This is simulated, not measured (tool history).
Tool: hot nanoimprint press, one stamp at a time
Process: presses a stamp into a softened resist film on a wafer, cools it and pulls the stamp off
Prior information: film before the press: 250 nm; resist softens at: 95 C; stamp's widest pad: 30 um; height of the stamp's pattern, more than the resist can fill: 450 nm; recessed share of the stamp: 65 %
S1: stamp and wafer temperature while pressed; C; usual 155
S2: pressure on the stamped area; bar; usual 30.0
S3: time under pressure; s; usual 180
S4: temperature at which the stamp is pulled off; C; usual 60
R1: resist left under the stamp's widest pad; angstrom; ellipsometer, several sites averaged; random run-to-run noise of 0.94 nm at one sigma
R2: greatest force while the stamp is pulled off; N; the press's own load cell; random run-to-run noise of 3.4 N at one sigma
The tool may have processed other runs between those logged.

run,hour,S1,S2,S3,S4,R1,R2
1,0.0,155,30.0,180,60,1293,164
2,28.0,155,30.0,180,60,1331,161
3,49.3,155,30.0,180,60,1328,165
4,78.7,148,30.0,180,60,1658,163
5,124.7,148,30.0,180,60,1656,166
6,143.9,155,30.0,180,60,1315,167
7,169.1,155,30.0,180,60,1328,167
8,192.9,155,30.0,180,60,1322,166
# hour 218.1: plate thermocouple calibrated
9,229.7,155,30.0,180,60,1338,164
# hour 272.0: stamp cleaned and given a new release coat
10,277.1,147,30.0,180,60,1687,168
11,302.2,147,30.0,180,60,1690,165
12,349.1,147,30.0,180,60,1703,164
13,394.8,147,30.0,180,60,1699,168
14,426.2,147,30.0,180,60,1711,161
15,445.9,147,30.0,180,60,1691,161
16,471.9,147,30.0,180,60,1698,165
17,505.8,147,30.0,180,60,1712,164
18,552.4,147,30.0,180,60,1705,165
19,579.9,157,30.0,115,47,1419,208
20,603.4,164,35.9,251,54,777,184

What does the tool deliver on the next run?
21,625.8,164,35.9,251,54,?,?

{"run 21": {"R1": 781, "R2": 186}}
Had the tool carried no hidden state, the very same run would have given R1 779 angstrom, R2 185 N.
